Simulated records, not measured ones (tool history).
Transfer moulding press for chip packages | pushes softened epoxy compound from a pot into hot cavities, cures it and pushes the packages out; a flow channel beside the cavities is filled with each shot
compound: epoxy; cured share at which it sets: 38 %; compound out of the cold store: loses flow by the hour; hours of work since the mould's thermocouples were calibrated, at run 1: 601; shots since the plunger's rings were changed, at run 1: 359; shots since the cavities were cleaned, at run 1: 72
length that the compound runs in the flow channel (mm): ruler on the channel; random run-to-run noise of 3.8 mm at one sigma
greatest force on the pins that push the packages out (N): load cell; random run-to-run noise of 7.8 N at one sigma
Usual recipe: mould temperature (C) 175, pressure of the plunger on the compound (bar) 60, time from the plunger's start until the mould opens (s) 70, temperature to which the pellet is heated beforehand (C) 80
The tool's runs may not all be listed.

run,day,mould temperature (C),pressure of the plunger on the compound (bar),time from the plunger's start until the mould opens (s),temperature to which the pellet is heated beforehand (C),hours of work since the mould's thermocouples were calibrated,shots since the plunger's rings were changed,shots since the cavities were cleaned,incoming compound's hours out of the cold store,length that the compound runs in the flow channel (mm),greatest force on the pins that push the packages out (N)
1,0,175,60,70,80,601,359,72,32,831,370
# day 1.696: cavities cleaned with cleaning compound and waxed
2,2.358,175,65.5,70,80,637,1143,227,45.8,808,396
# day 3.575: cavities cleaned with cleaning compound and waxed
3,4.267,175,65.5,70,80,666,1772,236,25.4,872,421
# day 5.404: cavities cleaned with cleaning compound and waxed
4,5.696,175,65.5,70,80,688,2239,100,15.4,894,416
# day 7.179: cavities cleaned with cleaning compound and waxed
5,7.179,175,60,70,80,710,2723,0,35.6,799,342
# day 8.546: plunger's sealing rings changed
6,8.617,175,54.7,70,80,731,24,455,16.3,842,468
# day 9.146: cavities cleaned with cleaning compound and waxed
7,10.454,175,54.7,70,80,759,630,447,33.8,785,444
# day 11.075: cavities cleaned with cleaning compound and waxed
# day 12.858: cavities cleaned with cleaning compound and waxed
8,12.858,175,54.7,70,80,794,1407,0,28,796,389
9,14.333,175,54.7,70,80,817,1910,503,34.9,768,457
# day 14.633: cavities cleaned with cleaning compound and waxed
# day 16.383: cavities cleaned with cleaning compound and waxed
10,16.383,167,54.7,70,80,848,2567,0,16.4,836,676
# day 17.838: mould's thermocouples calibrated
# day 18.388: plunger's sealing rings changed
# day 18.45: cavities cleaned with cleaning compound and waxed
11,18.608,175,60,70,87,9,54,54,19.1,859,356
12,19.971,175,60,70,87,31,520,520,18.5,860,417
# day 20.308: cavities cleaned with cleaning compound and waxed
13,21.383,169,48.2,70,87,52,980,367,26,767,602
# day 22.092: cavities cleaned with cleaning compound and waxed
14,23.521,169,48.2,70,87,84,1687,487,38.3,720,608
# day 23.867: cavities cleaned with cleaning compound and waxed
15,25.517,169,48.2,70,87,115,2348,564,44,701,614
# day 25.738: cavities cleaned with cleaning compound and waxed
16,26.933,182,48.2,70,73,136,2809,407,9.7,757,324
# day 27.558: cavities cleaned with cleaning compound and waxed
# day 28.125: plunger's sealing rings changed
17,29.221,182,48.2,70,73,169,374,532,41.7,696,357
# day 29.5: cavities cleaned with cleaning compound and waxed
# day 31.283: cavities cleaned with cleaning compound and waxed
18,31.283,182,48.2,79,80,199,1035,0,20.1,751,244
19,32.542,182,48.2,79,80,219,1465,430,38.6,695,314
# day 33.196: cavities cleaned with cleaning compound and waxed
20,33.838,179,48.2,79,80,238,1885,219,13.9,769,291
# day 34.992: cavities cleaned with cleaning compound and waxed
21,35.879,178,52.7,70,71,269,2561,303,20.9,779,351
# day 36.812: cavities cleaned with cleaning compound and waxed
# day 37.779: plunger's sealing rings changed
22,37.779,176,70.9,72,85,297,0,293,36.2,879,365
# day 38.742: cavities cleaned with cleaning compound and waxed
23,39.938,176,70.9,72,85,329,717,409,34,883,374

4 options for the next run, each taken on its own from the tool as it stands now. Forecast them:
# day 40.658: cavities cleaned with cleaning compound and waxed
A,41.688,176,59,72,85,356,1292,351,18.5,?,?
# day 40.658: cavities cleaned with cleaning compound and waxed
B,41.688,177,50.2,85,80,356,1292,351,36.8,?,?
# day 40.658: cavities cleaned with cleaning compound and waxed
C,41.688,175,60,70,87,356,1292,351,34,?,?
# day 40.658: cavities cleaned with cleaning compound and waxed
D,41.688,176,48.7,72,77,356,1292,351,10.3,?,?

run,length that the compound runs in the flow channel (mm),greatest force on the pins that push the packages out (N)
A,847,372
B,726,302
C,808,396
D,795,394
Without the tool's hidden state the same runs would have given:
run,length that the compound runs in the flow channel (mm),greatest force on the pins that push the packages out (N)
A,862,296
B,739,244
C,823,315
D,810,314
